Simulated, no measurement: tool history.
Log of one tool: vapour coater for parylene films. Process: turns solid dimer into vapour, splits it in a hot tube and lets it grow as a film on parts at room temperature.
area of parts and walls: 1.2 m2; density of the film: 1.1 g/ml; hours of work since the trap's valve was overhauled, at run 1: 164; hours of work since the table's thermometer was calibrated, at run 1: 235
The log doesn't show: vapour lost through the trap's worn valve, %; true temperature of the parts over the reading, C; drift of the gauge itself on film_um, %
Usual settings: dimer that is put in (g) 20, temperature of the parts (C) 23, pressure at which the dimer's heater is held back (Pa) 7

| run | hour | dimer that is put in (g) | temperature of the parts (C) | pressure at which the dimer's heater is held back (Pa) | hours of work since the trap's valve was overhauled | hours of work since the table's thermometer was calibrated | thickness of the film (µm) |
|---|---|---|---|---|---|---|---|
| 1 | 0 | 20 | 23 | 7 | 164 | 235 | 11 |
| 2 | 7.4 | 32 | 23 | 7 | 169 | 239 | 17.82 |
| 3 | 14.9 | 32 | 23 | 9.83 | 174 | 244 | 16.82 |
| 4 | 23.8 | 32 | 34 | 9.83 | 180 | 250 | 10.48 |
| 5 | 37.3 | 32 | 34 | 9.83 | 188 | 259 | 10.47 |
| 6 | 45.8 | 32 | 34 | 9.83 | 194 | 264 | 10.35 |
| 7 | 53.8 | 32 | 34 | 9.83 | 199 | 269 | 10.51 |
| 8 | 66.9 | 20 | 23 | 7.49 | 207 | 278 | 10.74 |
| 9 | 79.3 | 20 | 23 | 7 | 215 | 286 | 11.34 |
| 10 | 85.9 | 20 | 23 | 2.99 | 220 | 290 | 12.93 |
| 11 | 98.9 | 20 | 23 | 2.99 | 228 | 298 | 13.17 |
| 12 | 105.7 | 20 | 23 | 2.99 | 232 | 303 | 12.98 |
| 13 | 115.7 | 20 | 27 | 2.99 | 239 | 309 | 11.06 |
| 14 | 127 | 20 | 27 | 2.99 | 246 | 317 | 10.92 |
| 15 | 134 | 12 | 17 | 10.56 | 251 | 321 | 7.85 |
| 16 | 143.7 | 30 | 28 | 9.18 | 257 | 327 | 12.7 |
| 17 | 151.7 | 25 | 22 | 4 | 262 | 333 | 15.89 |
| 18 | 161.5 | 14 | 23 | 7 | 269 | 339 | 7.74 |
| 19 | 171.3 | 14 | 17 | 6.11 | 275 | 345 | 10.28 |
| 20 | 184.3 | 19 | 20 | 4.57 | 283 | 354 | 13.09 |
| 21 | 190.5 | 19 | 20 | 4.57 | 287 | 358 | 12.94 |
| 22 | 203.7 | 19 | 20 | 4.57 | 296 | 366 | 12.86 |
| 23 | 216.6 | 19 | 20 | 4.57 | 304 | 375 | 12.78 |

The next listed run, before its measurement:
| 24 | 225 | 25 | 33 | 7 | 309 | 380 | ? |

{"run 24": {"thickness of the film (µm)": 9.05}}
Without the tool's hidden state the same run would have given thickness of the film (µm) 9.07.
